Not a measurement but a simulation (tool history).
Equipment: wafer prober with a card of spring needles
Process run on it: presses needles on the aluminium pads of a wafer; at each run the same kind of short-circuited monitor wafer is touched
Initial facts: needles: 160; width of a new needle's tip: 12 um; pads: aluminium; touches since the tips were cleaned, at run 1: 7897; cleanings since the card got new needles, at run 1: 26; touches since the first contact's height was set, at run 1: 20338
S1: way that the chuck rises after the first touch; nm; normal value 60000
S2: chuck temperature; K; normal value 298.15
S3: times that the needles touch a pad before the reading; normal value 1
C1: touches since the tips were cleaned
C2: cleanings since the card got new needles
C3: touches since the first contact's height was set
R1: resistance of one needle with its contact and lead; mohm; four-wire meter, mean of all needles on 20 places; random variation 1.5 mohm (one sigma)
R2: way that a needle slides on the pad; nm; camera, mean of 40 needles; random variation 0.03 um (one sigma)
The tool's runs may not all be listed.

{"run": 1, "day": 0.0, "S1": 60000, "S2": 298.15, "S3": 1, "C1": 7897, "C2": 26, "C3": 20338, "R1": 136, "R2": 14940}
{"day": 0.121, "done": "tips cleaned on abrasive film"}
{"day": 0.75, "done": "tips cleaned on abrasive film"}
{"run": 2, "day": 0.925, "S1": 60000, "S2": 298.15, "S3": 1, "C1": 2477, "C2": 28, "C3": 33420, "R1": 133, "R2": 14980}
{"day": 1.333, "done": "tips cleaned on abrasive film"}
{"day": 1.942, "done": "tips cleaned on abrasive film"}
{"run": 3, "day": 2.092, "S1": 60000, "S2": 298.15, "S3": 1, "C1": 2125, "C2": 30, "C3": 50007, "R1": 133, "R2": 15020}
{"day": 2.562, "done": "tips cleaned on abrasive film"}
{"run": 4, "day": 2.688, "S1": 60000, "S2": 298.15, "S3": 1, "C1": 1747, "C2": 31, "C3": 58454, "R1": 135, "R2": 14980}
{"day": 3.183, "done": "tips cleaned on abrasive film"}
{"run": 5, "day": 3.725, "S1": 60000, "S2": 298.15, "S3": 1, "C1": 7773, "C2": 32, "C3": 73274, "R1": 133, "R2": 15040}
{"day": 3.792, "done": "tips cleaned on abrasive film"}
{"day": 4.438, "done": "tips cleaned on abrasive film"}
{"run": 6, "day": 4.567, "S1": 54000, "S2": 298.15, "S3": 1, "C1": 1856, "C2": 34, "C3": 85150, "R1": 135, "R2": 13510}
{"day": 5.021, "done": "tips cleaned on abrasive film"}
{"day": 5.658, "done": "tips cleaned on abrasive film"}
{"run": 7, "day": 5.883, "S1": 54000, "S2": 298.15, "S3": 1, "C1": 3200, "C2": 36, "C3": 103871, "R1": 136, "R2": 13560}
{"day": 6.354, "done": "tips cleaned on abrasive film"}
{"day": 6.667, "done": "height of the first contact set anew"}
{"run": 8, "day": 6.667, "S1": 54000, "S2": 298.15, "S3": 1, "C1": 4302, "C2": 37, "C3": 0, "R1": 136, "R2": 13510}
{"day": 6.958, "done": "tips cleaned on abrasive film"}
{"run": 9, "day": 7.371, "S1": 54000, "S2": 298.15, "S3": 1, "C1": 5893, "C2": 38, "C3": 10016, "R1": 134, "R2": 13540}
{"day": 7.55, "done": "tips cleaned on abrasive film"}
{"run": 10, "day": 8.05, "S1": 54000, "S2": 298.15, "S3": 1, "C1": 7126, "C2": 39, "C3": 19658, "R1": 134, "R2": 13590}
{"day": 8.2, "done": "tips cleaned on abrasive film"}
{"day": 8.833, "done": "tips cleaned on abrasive film"}
{"run": 11, "day": 9.192, "S1": 54000, "S2": 298.15, "S3": 1, "C1": 5138, "C2": 41, "C3": 35864, "R1": 132, "R2": 13600}
{"day": 9.492, "done": "tips cleaned on abrasive film"}
{"run": 12, "day": 9.917, "S1": 54000, "S2": 298.15, "S3": 1, "C1": 6099, "C2": 42, "C3": 46180, "R1": 136, "R2": 13620}
{"day": 10.129, "done": "tips cleaned on abrasive film"}
{"day": 10.767, "done": "tips cleaned on abrasive film"}
{"run": 13, "day": 10.925, "S1": 54000, "S2": 316.15, "S3": 1, "C1": 2253, "C2": 44, "C3": 60450, "R1": 137, "R2": 13700}
{"day": 11.362, "done": "tips cleaned on abrasive film"}
{"day": 11.979, "done": "tips cleaned on abrasive film"}
{"run": 14, "day": 12.129, "S1": 75000, "S2": 316.15, "S3": 1, "C1": 2111, "C2": 46, "C3": 77561, "R1": 137, "R2": 18990}
{"day": 12.617, "done": "tips cleaned on abrasive film"}
{"run": 15, "day": 12.879, "S1": 75000, "S2": 316.15, "S3": 1, "C1": 3781, "C2": 47, "C3": 88241, "R1": 137, "R2": 19020}
{"day": 13.267, "done": "tips cleaned on abrasive film"}
{"run": 16, "day": 13.821, "S1": 75000, "S2": 316.15, "S3": 1, "C1": 7924, "C2": 48, "C3": 101639, "R1": 136, "R2": 19020}
{"day": 13.908, "done": "tips cleaned on abrasive film"}
{"day": 14.588, "done": "tips cleaned on abrasive film"}
{"day": 14.75, "done": "height of the first contact set anew"}
{"run": 17, "day": 14.771, "S1": 66000, "S2": 345.15, "S3": 2, "C1": 2403, "C2": 50, "C3": 285, "R1": 142, "R2": 16800}
{"day": 15.212, "done": "tips cleaned on abrasive film"}
{"day": 15.829, "done": "tips cleaned on abrasive film"}
{"run": 18, "day": 16.05, "S1": 60000, "S2": 298.15, "S3": 2, "C1": 3156, "C2": 52, "C3": 18463, "R1": 135, "R2": 15230}

Predict each of these 3 candidate next runs independently; none follows another, all start after run 18:
{"day": 16.429, "done": "tips cleaned on abrasive film"}
{"run": "A", "day": 16.642, "S1": 47000, "S2": 298.15, "S3": 2, "C1": 3030, "C2": 53, "C3": 26861, "R1": "?", "R2": "?"}
{"day": 16.429, "done": "tips cleaned on abrasive film"}
{"run": "B", "day": 16.642, "S1": 60000, "S2": 298.15, "S3": 2, "C1": 3030, "C2": 53, "C3": 26861, "R1": "?", "R2": "?"}
{"day": 16.429, "done": "tips cleaned on abrasive film"}
{"run": "C", "day": 16.642, "S1": 60000, "S2": 298.15, "S3": 2, "C1": 3030, "C2": 53, "C3": 26861, "R1": "?", "R2": "?"}

run=A R1=139 R2=11990
run=B R1=136 R2=15310
run=C R1=135 R2=15310
What these runs would have given with no unlogged condition in the tool:
run=A R1=139 R2=11720
run=B R1=136 R2=14960
run=C R1=135 R2=14960
